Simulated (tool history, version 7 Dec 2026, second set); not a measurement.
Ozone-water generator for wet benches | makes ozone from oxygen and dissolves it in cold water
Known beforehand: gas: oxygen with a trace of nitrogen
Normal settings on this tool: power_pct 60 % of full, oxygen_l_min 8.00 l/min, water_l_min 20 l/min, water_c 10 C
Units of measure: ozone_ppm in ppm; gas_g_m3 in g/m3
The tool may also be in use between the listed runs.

run    hour  power_pct  oxygen_l_min  water_l_min  water_c  ozone_ppm  gas_g_m3
  1     0.0         60          8.00           20       10       20.2     132.8
  2    63.6         60          8.00           20       10       20.2     131.3
  3   146.8         88          8.00           20       10       25.7     166.4
  4   247.6         88          8.00           20       10       25.8     166.7
  5   357.3         88          8.00           20       10       25.8     164.6
  6   474.5         44          8.00           20       10       16.9     108.7
  7   570.5         44          8.00           20       10       16.6     109.7
  8   651.2         47         13.77           20       10       15.3      78.8
  9   725.1         63          7.27           29       17       14.3     144.0
 10   844.9         88          6.11           24        9       23.2     198.4
 11   928.7         72          5.79           24       15       18.7     183.1
 12  1026.7         83          6.78           18       14       25.5     175.8
 13  1134.5         60          8.00           20       12       19.7     130.4

Each row is a separate what-if for the run after 13, all from the same tool condition, not one after another. Results?
  A  1221.2         60          7.46           20       15          ?         ?
  B  1221.2         42          6.87           20       10          ?         ?
  C  1221.2         60          8.00           20        6          ?         ?
  D  1221.2         60          6.24           20       15          ?         ?
  E  1221.2         86          8.00           16       12          ?         ?

run  ozone_ppm  gas_g_m3
  A       18.5     136.4
  B       16.5     117.2
  C       21.3     129.5
  D       19.2     154.2
  E       27.6     159.8
With the hidden condition removed and each run's random variation left untouched, the same runs would have given:
run  ozone_ppm  gas_g_m3
  A       20.0     140.4
  B       17.7     119.8
  C       23.0     133.3
  D       20.7     158.8
  E       29.9     165.7

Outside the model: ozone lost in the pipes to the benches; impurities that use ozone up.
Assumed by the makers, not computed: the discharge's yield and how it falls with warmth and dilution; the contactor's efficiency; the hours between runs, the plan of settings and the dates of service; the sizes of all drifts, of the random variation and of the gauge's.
